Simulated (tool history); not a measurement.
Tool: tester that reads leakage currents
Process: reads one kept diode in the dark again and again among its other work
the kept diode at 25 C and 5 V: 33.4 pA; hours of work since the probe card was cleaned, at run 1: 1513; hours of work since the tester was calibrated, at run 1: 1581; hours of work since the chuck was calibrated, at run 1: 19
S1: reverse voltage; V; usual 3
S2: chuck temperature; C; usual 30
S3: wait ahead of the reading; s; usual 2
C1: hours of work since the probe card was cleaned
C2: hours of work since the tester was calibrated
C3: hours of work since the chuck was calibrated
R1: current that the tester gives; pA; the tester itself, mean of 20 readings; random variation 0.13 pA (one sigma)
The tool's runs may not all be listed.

| run | hour | S1 | S2 | S3 | C1 | C2 | C3 | R1 |
|---|---|---|---|---|---|---|---|---|
| 1 | 0 | 3 | 30 | 2 | 1513 | 1581 | 19 | 38.81 |
| 2 | 31 | 3 | 30 | 2.83 | 1532 | 1600 | 38 | 38.74 |
| 3 | 61.4 | 3 | 31 | 2 | 1550 | 1619 | 57 | 41.94 |
| 4 | 127.1 | 3 | 31 | 2 | 1590 | 1659 | 97 | 41.84 |
| 5 | 170.4 | 3 | 31 | 2 | 1616 | 1685 | 123 | 41.83 |
| 6 | 243.1 | 3 | 31 | 2 | 1661 | 1729 | 167 | 41.74 |
| 7 | 288.5 | 1.44 | 30 | 2 | 1688 | 1757 | 194 | 25.64 |
| 8 | 342.3 | 1.44 | 30 | 2 | 1721 | 1789 | 227 | 25.77 |
| 9 | 396.4 | 14.72 | 30 | 2 | 1754 | 1822 | 260 | 93.8 |
| 10 | 446.4 | 14.72 | 30 | 2 | 1784 | 1852 | 290 | 94.19 |
| 11 | 489.9 | 14.72 | 30 | 2 | 1810 | 1879 | 317 | 93.32 |
| 12 | 552.7 | 3 | 30 | 0.66 | 1848 | 1917 | 355 | 39.58 |
| 13 | 598.6 | 3 | 30 | 0.66 | 1876 | 1945 | 383 | 39.71 |
| 14 | 667.2 | 3 | 30 | 0.66 | 1918 | 1986 | 424 | 39.84 |
| 15 | 708.8 | 3 | 30 | 2 | 1943 | 2012 | 450 | 38.5 |
| 16 | 741.2 | 3 | 30 | 2 | 1963 | 2031 | 469 | 38.81 |
| 17 | 810.4 | 3 | 30 | 2 | 2005 | 2073 | 511 | 38.58 |
| 18 | 861.8 | 3 | 20 | 2 | 2036 | 2104 | 542 | 17.17 |
| 19 | 932.8 | 3.6 | 20 | 2 | 2079 | 2148 | 585 | 19.01 |
| 20 | 979.8 | 3 | 30 | 2 | 2108 | 2176 | 614 | 38.72 |
| 21 | 1048.2 | 14.77 | 30 | 0.96 | 2149 | 2218 | 655 | 96.45 |
| 22 | 1101.1 | 14.77 | 30 | 0.96 | 2181 | 2250 | 688 | 97.24 |
| 23 | 1135.1 | 14.77 | 30 | 0.96 | 2202 | 2270 | 708 | 96.97 |
| 24 | 1175 | 14.78 | 41 | 2 | 2226 | 2295 | 732 | 217.26 |
| 25 | 1210.8 | 19.76 | 26 | 0.63 | 2248 | 2316 | 754 | 87.61 |
| 26 | 1273.2 | 1.57 | 28 | 1.01 | 2286 | 2354 | 792 | 23.36 |
|  | 1280 | tester calibrated |
| 27 | 1332.7 | 1.49 | 28 | 2 | 2321 | 32 | 827 | 22.5 |
| 28 | 1375.5 | 6.3 | 28 | 2 | 2347 | 58 | 853 | 49.88 |
| 29 | 1430.4 | 17.16 | 27 | 2 | 2380 | 91 | 886 | 80.45 |
| 30 | 1472.1 | 17.16 | 27 | 2 | 2405 | 117 | 912 | 81.07 |
|  | 1533.9 | probe card cleaned and baked |
| 31 | 1545.3 | 11.95 | 43 | 3.81 | 7 | 159 | 954 | 222.64 |
| 32 | 1613.4 | 1.67 | 59 | 0.47 | 48 | 201 | 995 | 234.09 |
| 33 | 1669.5 | 15.51 | 30 | 3.42 | 82 | 235 | 1029 | 95.06 |
| 34 | 1743.3 | 19.04 | 34 | 2 | 127 | 279 | 1074 | 146.8 |
| 35 | 1785.9 | 3 | 30 | 0.53 | 153 | 305 | 1100 | 40.28 |
| 36 | 1821.3 | 2.05 | 59 | 1.1 | 174 | 327 | 1122 | 262.06 |
| 37 | 1870 | 2.39 | 29 | 4.87 | 204 | 356 | 1151 | 31.25 |
| 38 | 1933.3 | 3 | 35 | 2.37 | 242 | 395 | 1190 | 57.21 |
| 39 | 1979.7 | 3 | 35 | 2.37 | 271 | 423 | 1218 | 57.15 |

Forecast each of these 4 alternatives for the next run:
| A | 2028 | 5.52 | 21 | 2.37 | 300 | 452 | 1247 | ? |
| B | 2028 | 9.68 | 49 | 0.98 | 300 | 452 | 1247 | ? |
| C | 2028 | 3 | 46 | 2.37 | 300 | 452 | 1247 | ? |
| D | 2028 | 3 | 55 | 2 | 300 | 452 | 1247 | ? |

| run | R1 |
|---|---|
| A | 26.24 |
| B | 308.01 |
| C | 130.21 |
| D | 245.65 |
Without the tool's hidden state the same runs would have given:
| run | R1 |
|---|---|
| A | 26.24 |
| B | 308.09 |
| C | 130.25 |
| D | 245.72 |

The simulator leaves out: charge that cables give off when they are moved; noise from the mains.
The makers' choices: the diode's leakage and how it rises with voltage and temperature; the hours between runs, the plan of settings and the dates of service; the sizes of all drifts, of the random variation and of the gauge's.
